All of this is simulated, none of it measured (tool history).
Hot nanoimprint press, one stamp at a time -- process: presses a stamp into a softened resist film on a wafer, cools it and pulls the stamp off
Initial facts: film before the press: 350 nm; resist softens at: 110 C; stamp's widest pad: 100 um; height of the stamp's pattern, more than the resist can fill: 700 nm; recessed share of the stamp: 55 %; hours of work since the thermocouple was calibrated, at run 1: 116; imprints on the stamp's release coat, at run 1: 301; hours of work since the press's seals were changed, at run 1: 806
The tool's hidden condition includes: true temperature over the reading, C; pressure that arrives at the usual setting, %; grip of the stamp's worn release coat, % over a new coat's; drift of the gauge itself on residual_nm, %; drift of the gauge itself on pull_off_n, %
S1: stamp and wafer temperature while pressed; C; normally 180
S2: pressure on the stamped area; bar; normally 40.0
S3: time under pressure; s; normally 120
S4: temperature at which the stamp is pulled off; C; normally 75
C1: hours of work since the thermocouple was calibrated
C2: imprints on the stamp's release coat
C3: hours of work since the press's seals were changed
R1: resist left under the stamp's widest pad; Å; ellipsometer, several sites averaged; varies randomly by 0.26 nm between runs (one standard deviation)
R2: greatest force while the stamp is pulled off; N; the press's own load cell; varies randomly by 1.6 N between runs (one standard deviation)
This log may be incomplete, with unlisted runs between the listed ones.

run 1 hour=0.0 | S1=180 S2=40.0 S3=120 S4=75 | C1=116 C2=301 C3=806 | R1=1668 R2=215
run 2 hour=40.9 | S1=180 S2=40.0 S3=120 S4=75 | C1=149 C2=491 C3=838 | R1=1667 R2=214
run 3 hour=82.5 | S1=180 S2=40.0 S3=120 S4=75 | C1=182 C2=683 C3=872 | R1=1668 R2=215
run 4 hour=121.2 | S1=180 S2=40.0 S3=120 S4=75 | C1=213 C2=863 C3=902 | R1=1664 R2=216
run 5 hour=145.7 | S1=180 S2=40.0 S3=145 S4=75 | C1=232 C2=976 C3=922 | R1=1553 R2=213
run 6 hour=180.6 | S1=180 S2=40.0 S3=145 S4=75 | C1=260 C2=1138 C3=950 | R1=1551 R2=212
run 7 hour=210.3 | S1=180 S2=40.0 S3=145 S4=75 | C1=284 C2=1276 C3=973 | R1=1550 R2=213
run 8 hour=247.2 | S1=180 S2=40.0 S3=145 S4=75 | C1=313 C2=1446 C3=1003 | R1=1553 R2=215
-- hour=284.1 stamp cleaned and given a new release coat
run 9 hour=284.1 | S1=180 S2=40.0 S3=145 S4=75 | C1=338 C2=0 C3=1027 | R1=1556 R2=217
-- hour=327.7 plate thermocouple calibrated
run 10 hour=327.7 | S1=180 S2=40.0 S3=145 S4=75 | C1=0 C2=189 C3=1060 | R1=1555 R2=216
run 11 hour=364.2 | S1=180 S2=40.0 S3=145 S4=75 | C1=29 C2=358 C3=1089 | R1=1555 R2=217
run 12 hour=403.9 | S1=180 S2=40.0 S3=145 S4=75 | C1=61 C2=542 C3=1120 | R1=1556 R2=213
run 13 hour=427.1 | S1=180 S2=40.0 S3=145 S4=75 | C1=79 C2=649 C3=1139 | R1=1555 R2=217
run 14 hour=454.5 | S1=180 S2=40.0 S3=120 S4=63 | C1=101 C2=776 C3=1160 | R1=1670 R2=261
run 15 hour=484.3 | S1=180 S2=40.0 S3=120 S4=75 | C1=125 C2=914 C3=1184 | R1=1669 R2=214
run 16 hour=519.7 | S1=185 S2=40.0 S3=120 S4=78 | C1=153 C2=1078 C3=1212 | R1=1417 R2=202
run 17 hour=549.5 | S1=185 S2=62.9 S3=91 S4=67 | C1=177 C2=1216 C3=1236 | R1=1286 R2=246
-- hour=565.7 press's hydraulic seals changed and the load cell set to zero
run 18 hour=590.8 | S1=185 S2=62.9 S3=91 S4=78 | C1=203 C2=1371 C3=20 | R1=1284 R2=206
run 19 hour=614.3 | S1=185 S2=62.9 S3=91 S4=68 | C1=222 C2=1479 C3=39 | R1=1287 R2=246
-- hour=644.1 stamp cleaned and given a new release coat
run 20 hour=645.5 | S1=186 S2=41.7 S3=72 S4=79 | C1=242 C2=7 C3=59 | R1=1640 R2=198
run 21 hour=676.0 | S1=177 S2=41.7 S3=88 S4=79 | C1=266 C2=148 C3=83 | R1=2022 R2=199
run 22 hour=717.2 | S1=180 S2=40.0 S3=223 S4=77 | C1=299 C2=339 C3=116 | R1=1315 R2=204
run 23 hour=735.1 | S1=180 S2=40.0 S3=223 S4=77 | C1=313 C2=422 C3=130 | R1=1313 R2=208
run 24 hour=774.0 | S1=175 S2=40.0 S3=223 S4=75 | C1=344 C2=602 C3=161 | R1=1591 R2=215
-- hour=810.0 plate thermocouple calibrated
run 25 hour=819.1 | S1=182 S2=25.3 S3=223 S4=75 | C1=7 C2=798 C3=195 | R1=1512 R2=216
run 26 hour=846.7 | S1=182 S2=25.3 S3=223 S4=75 | C1=29 C2=925 C3=217 | R1=1509 R2=218
-- hour=851.8 gauge calibrated
run 27 hour=889.0 | S1=182 S2=25.3 S3=223 S4=75 | C1=63 C2=1121 C3=250 | R1=1496 R2=218
run 28 hour=918.6 | S1=182 S2=25.3 S3=223 S4=75 | C1=86 C2=1258 C3=274 | R1=1496 R2=211
run 29 hour=956.6 | S1=171 S2=29.3 S3=208 S4=78 | C1=117 C2=1434 C3=304 | R1=2102 R2=201

How the hidden state differs across the entries between the runs, from the last listed run before each to the first after it:
Run 8 -> run 9: stamp cleaned and given a new release coat (hour 284.1)
  grip of the stamp's worn release coat, % over a new coat's: 0.4 -> 0; drift of the gauge itself on residual_nm, %: 0.27 -> 0.31
  measured result minus the result with no hidden state, R1: +5 -> +6 Å
Run 9 -> run 10: plate thermocouple calibrated (hour 327.7)
  true temperature over the reading, C: -0.02 -> 0; pressure that arrives at the usual setting, %: 99.92 -> 99.91; drift of the gauge itself on residual_nm, %: 0.31 -> 0.35
  measured result minus the result with no hidden state, R1: +6 -> +7 Å
Run 17 -> run 18: press's hydraulic seals changed and the load cell set to zero (hour 565.7)
  pressure that arrives at the usual setting, %: 99.9 -> 100.01; drift of the gauge itself on residual_nm, %: 0.6 -> 0.63
  measured result minus the result with no hidden state, R1: +9 -> +9 Å
Run 19 -> run 20: stamp cleaned and given a new release coat (hour 644.1)
  true temperature over the reading, C: -0.01 -> -0.02; pressure that arrives at the usual setting, %: 100.01 -> 100; grip of the stamp's worn release coat, % over a new coat's: 0.4 -> 0; drift of the gauge itself on residual_nm, %: 0.66 -> 0.69
  measured result minus the result with no hidden state, R1: +9 -> +12 Å
Run 24 -> run 25: plate thermocouple calibrated (hour 810.0)
  true temperature over the reading, C: -0.02 -> 0; pressure that arrives at the usual setting, %: 100 -> 99.99; drift of the gauge itself on residual_nm, %: 0.83 -> 0.88
  measured result minus the result with no hidden state, R1: +15 -> +13 Å
Run 26 -> run 27: gauge calibrated (hour 851.8)
  grip of the stamp's worn release coat, % over a new coat's: 0.2 -> 0.3; drift of the gauge itself on residual_nm, %: 0.91 -> 0.04
  measured result minus the result with no hidden state, R1: +14 -> +1 Å

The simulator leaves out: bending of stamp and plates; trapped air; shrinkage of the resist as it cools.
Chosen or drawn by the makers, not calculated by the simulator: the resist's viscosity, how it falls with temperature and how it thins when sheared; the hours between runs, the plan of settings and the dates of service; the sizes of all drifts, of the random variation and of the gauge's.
